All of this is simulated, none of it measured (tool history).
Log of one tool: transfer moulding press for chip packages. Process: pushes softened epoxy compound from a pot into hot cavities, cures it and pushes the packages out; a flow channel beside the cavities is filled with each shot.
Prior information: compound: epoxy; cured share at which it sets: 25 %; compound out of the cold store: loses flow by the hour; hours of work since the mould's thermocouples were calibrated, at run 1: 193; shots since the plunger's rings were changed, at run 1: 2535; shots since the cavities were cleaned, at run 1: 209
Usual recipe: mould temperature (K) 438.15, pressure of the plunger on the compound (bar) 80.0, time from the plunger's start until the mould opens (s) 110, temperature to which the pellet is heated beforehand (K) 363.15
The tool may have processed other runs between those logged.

run,hour,mould temperature (K),pressure of the plunger on the compound (bar),time from the plunger's start until the mould opens (s),temperature to which the pellet is heated beforehand (K),hours of work since the mould's thermocouples were calibrated,shots since the plunger's rings were changed,shots since the cavities were cleaned,incoming compound's hours out of the cold store,length that the compound runs in the flow channel (mm),greatest force on the pins that push the packages out (N)
1,0.0,438.15,80.0,110,363.15,193,2535,209,42.8,494,883
2,11.2,438.15,80.0,110,363.15,198,2623,297,34.5,517,988
3,25.7,438.15,80.0,110,363.15,205,2736,410,30.5,526,1104
4,40.0,438.15,80.0,110,363.15,211,2849,523,45.5,483,1082
5,47.5,438.15,81.8,110,363.15,215,2907,581,27.5,538,1148
6,63.3,438.15,80.0,124,363.15,222,3031,705,38.7,498,995
7,69.9,438.15,80.0,124,363.15,225,3083,757,40.0,497,1003
# hour 80.2: cavities cleaned with cleaning compound and waxed
8,80.2,438.15,80.0,110,363.15,229,3151,0,23.0,544,670
9,92.1,438.15,80.0,110,363.15,235,3244,93,44.4,487,758
10,105.5,438.15,80.0,110,363.15,241,3349,198,33.2,515,895
11,117.0,438.15,80.0,110,363.15,247,3439,288,37.7,503,966
12,124.2,438.15,80.0,110,363.15,250,3495,344,18.9,559,1063
13,131.3,438.15,80.0,110,354.15,253,3551,400,31.5,520,1091
# hour 138.1: plunger's sealing rings changed
14,140.4,435.15,80.0,110,363.15,256,18,452,24.2,572,1357
15,152.3,435.15,80.0,110,363.15,262,111,545,28.0,563,1404
16,165.0,435.15,80.0,110,363.15,268,210,644,34.3,545,1418
17,174.5,445.15,79.8,126,363.15,272,285,719,37.3,506,857
# hour 189.6: cavities cleaned with cleaning compound and waxed
18,191.6,445.15,79.8,126,363.15,280,407,16,30.2,529,471
19,204.8,438.15,80.0,96,363.15,286,509,118,24.0,565,1098
20,215.8,443.15,80.0,110,356.15,291,596,205,8.5,601,745
21,227.3,433.15,80.0,145,356.15,296,686,295,19.1,592,844
22,241.1,433.15,72.4,118,356.15,303,794,403,36.8,511,1268
23,249.9,444.15,64.6,119,366.15,307,863,472,40.2,446,791
24,265.5,439.15,71.5,100,371.15,314,985,594,29.5,509,1242
25,277.6,439.15,71.5,100,371.15,320,1080,689,9.6,569,1401
26,284.7,438.15,81.7,131,356.15,323,1135,744,32.1,545,919
# hour 297.0: cavities cleaned with cleaning compound and waxed
27,301.5,439.15,66.3,100,361.15,330,1255,36,25.5,499,784
28,312.6,439.15,66.3,100,361.15,336,1342,123,20.3,518,939

Here are 5 independent what-if runs from the current tool condition. What would each one return?
A,320.9,431.15,66.3,108,361.15,339,1407,188,9.1,?,?
B,320.9,438.15,68.4,147,369.15,339,1407,188,21.0,?,?
C,320.9,438.15,66.3,113,368.15,339,1407,188,15.4,?,?
D,320.9,438.15,80.0,121,363.15,339,1407,188,45.2,?,?
E,320.9,436.15,80.0,110,363.15,339,1407,188,11.6,?,?

run,length that the compound runs in the flow channel (mm),greatest force on the pins that push the packages out (N)
A,572,1636
B,519,624
C,529,833
D,494,723
E,603,1052
Take away the tool's hidden state, keep each run's random variation, and the runs would have read:
run,length that the compound runs in the flow channel (mm),greatest force on the pins that push the packages out (N)
A,584,1274
B,530,465
C,540,644
D,504,551
E,615,823

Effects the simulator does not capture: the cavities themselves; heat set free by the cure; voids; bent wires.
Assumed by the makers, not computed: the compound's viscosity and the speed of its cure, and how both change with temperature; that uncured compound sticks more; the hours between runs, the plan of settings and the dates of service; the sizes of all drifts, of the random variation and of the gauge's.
